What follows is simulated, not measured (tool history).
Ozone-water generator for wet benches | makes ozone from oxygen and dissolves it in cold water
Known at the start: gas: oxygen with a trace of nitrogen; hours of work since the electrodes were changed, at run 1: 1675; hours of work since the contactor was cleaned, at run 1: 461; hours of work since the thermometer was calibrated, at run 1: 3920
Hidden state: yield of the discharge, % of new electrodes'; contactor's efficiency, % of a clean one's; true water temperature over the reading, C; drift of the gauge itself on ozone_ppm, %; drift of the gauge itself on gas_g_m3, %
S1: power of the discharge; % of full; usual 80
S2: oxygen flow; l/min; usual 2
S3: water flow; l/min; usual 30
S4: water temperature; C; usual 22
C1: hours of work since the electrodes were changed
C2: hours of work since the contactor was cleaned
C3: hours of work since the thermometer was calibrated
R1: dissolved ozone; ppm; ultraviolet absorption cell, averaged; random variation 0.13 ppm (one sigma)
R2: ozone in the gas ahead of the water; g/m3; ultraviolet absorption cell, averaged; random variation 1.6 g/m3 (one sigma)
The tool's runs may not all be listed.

run 1 hour=0 | S1=80 S2=2 S3=30 S4=22 | C1=1675 C2=461 C3=3920 | R1=12.6 R2=296.9
run 2 hour=26.2 | S1=80 S2=2 S3=30 S4=19 | C1=1697 C2=483 C3=3942 | R1=12.9 R2=299.4
run 3 hour=50.7 | S1=80 S2=2 S3=30 S4=22 | C1=1718 C2=504 C3=3963 | R1=12.6 R2=303.8
run 4 hour=73.8 | S1=80 S2=1.78 S3=30 S4=22 | C1=1737 C2=524 C3=3982 | R1=12.1 R2=321.2
run 5 hour=122.1 | S1=80 S2=1.78 S3=30 S4=22 | C1=1778 C2=565 C3=4023 | R1=12.2 R2=321.4
run 6 hour=161.6 | S1=80 S2=1.78 S3=30 S4=22 | C1=1812 C2=598 C3=4056 | R1=12.4 R2=321.9
run 7 hour=190.4 | S1=80 S2=1.78 S3=30 S4=22 | C1=1836 C2=622 C3=4081 | R1=12.2 R2=320.3
run 8 hour=218.4 | S1=80 S2=1.78 S3=30 S4=22 | C1=1860 C2=646 C3=4105 | R1=12.3 R2=324.1
run 9 hour=238.5 | S1=80 S2=1.78 S3=30 S4=22 | C1=1877 C2=663 C3=4122 | R1=12.3 R2=321.1
run 10 hour=273.1 | S1=80 S2=3.34 S3=37 S4=22 | C1=1906 C2=692 C3=4151 | R1=11.2 R2=221.9
run 11 hour=317.6 | S1=48 S2=1.95 S3=31 S4=22 | C1=1944 C2=730 C3=4189 | R1=8 R2=204.5
run 12 hour=365.3 | S1=96 S2=1.95 S3=33 S4=22 | C1=1984 C2=771 C3=4229 | R1=12.9 R2=351.9
run 13 hour=392.7 | S1=81 S2=3.08 S3=21 S4=23 | C1=2008 C2=794 C3=4252 | R1=18.7 R2=234.5
run 14 hour=434 | S1=80 S2=1.56 S3=43 S4=15 | C1=2043 C2=829 C3=4287 | R1=8 R2=346.2
run 15 hour=475.1 | S1=80 S2=2 S3=30 S4=27 | C1=2077 C2=864 C3=4322 | R1=12.1 R2=302.3
run 16 hour=522.9 | S1=80 S2=2 S3=36 S4=14 | C1=2118 C2=904 C3=4363 | R1=10.8 R2=299.2
run 17 hour=556.7 | S1=80 S2=2 S3=36 S4=14 | C1=2147 C2=933 C3=4391 | R1=10.7 R2=296.6
run 18 hour=581.7 | S1=80 S2=2.76 S3=30 S4=22 | C1=2168 C2=954 C3=4412 | R1=13.3 R2=248

Forecast each of these 3 alternatives for the next run:
run A hour=627.9 | S1=80 S2=2.76 S3=38 S4=22 | C1=2207 C2=993 C3=4452 | R1=? R2=?
run B hour=627.9 | S1=82 S2=2.41 S3=30 S4=27 | C1=2207 C2=993 C3=4452 | R1=? R2=?
run C hour=627.9 | S1=43 S2=2.76 S3=29 S4=21 | C1=2207 C2=993 C3=4452 | R1=? R2=?

run=A R1=10.5 R2=246.5
run=B R1=12.9 R2=273.4
run=C R1=8.7 R2=151.4
Without the tool's hidden state the same runs would have given:
run=A R1=10.5 R2=246.7
run=B R1=12.9 R2=273.6
run=C R1=8.7 R2=151.5
